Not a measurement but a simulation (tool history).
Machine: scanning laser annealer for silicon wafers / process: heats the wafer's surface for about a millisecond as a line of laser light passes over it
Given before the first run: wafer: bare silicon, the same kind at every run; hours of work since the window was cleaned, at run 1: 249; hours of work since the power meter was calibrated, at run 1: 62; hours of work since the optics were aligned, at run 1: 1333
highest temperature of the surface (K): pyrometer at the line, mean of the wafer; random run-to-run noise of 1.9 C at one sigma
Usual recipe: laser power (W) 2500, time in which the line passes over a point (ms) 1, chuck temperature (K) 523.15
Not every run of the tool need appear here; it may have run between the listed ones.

run	hour	laser power (W)	time in which the line passes over a point (ms)	chuck temperature (K)	hours of work since the window was cleaned	hours of work since the power meter was calibrated	hours of work since the optics were aligned	highest temperature of the surface (K)
1	0	2500	1	523.15	249	62	1333	1359.15
2	9.8	2500	1	513.15	254	68	1338	1354.15
3	18.5	2500	1	513.15	259	72	1343	1349.15
4	27.8	2500	1	513.15	263	77	1347	1350.15
5	37	2500	0.81	523.15	268	82	1352	1287.15
6	44	2500	0.81	523.15	272	85	1356	1287.15
7	53.7	2487	1	523.15	277	90	1361	1355.15
8	59.4	2500	1	523.15	280	93	1364	1357.15
9	68.2	2500	1	523.15	284	98	1368	1358.15
10	77.7	2500	1	523.15	289	103	1373	1362.15
11	85.8	2500	0.89	523.15	294	107	1378	1319.15
12	95.9	2500	0.89	523.15	299	112	1383	1319.15
13	102.8	2674	1	523.15	302	116	1386	1417.15
14	113	2500	1.23	531.15	308	121	1392	1451.15
15	117.5	2615	0.78	533.15	310	123	1394	1320.15
16	126.1	2708	1	540.15	314	128	1398	1443.15
17	133.2	2708	1	540.15	318	132	1402	1446.15
18	142	2489	1	499.15	323	136	1407	1332.15
19	146.4	2382	0.85	523.15	325	138	1409	1268.15
20	152.9	2286	0.79	523.15	328	142	1412	1215.15
21	163.2	2286	1.21	554.15	334	147	1418	1388.15
22	172.5	2433	1.16	523.15	338	152	1422	1393.15
23	182.1	2433	1.16	523.15	343	157	1427	1393.15
24	190	2285	1.01	523.15	348	161	1432	1295.15
25	194.6	2721	0.71	486.15	350	163	1434	1270.15
26	203.9	2721	0.71	486.15	355	168	1439	1269.15

Each row is a separate what-if for the run after 26, all from the same tool condition, not one after another. Results?
A	212	2721	1.25	548.15	359	172	1443	?
B	212	2477	0.71	486.15	359	172	1443	?
C	212	2350	0.9	523.15	359	172	1443	?

run	highest temperature of the surface (K)
A	1550.15
B	1199.15
C	1277.15
What these runs would have given with no unlogged condition in the tool:
run	highest temperature of the surface (K)
A	1550.15
B	1199.15
C	1277.15
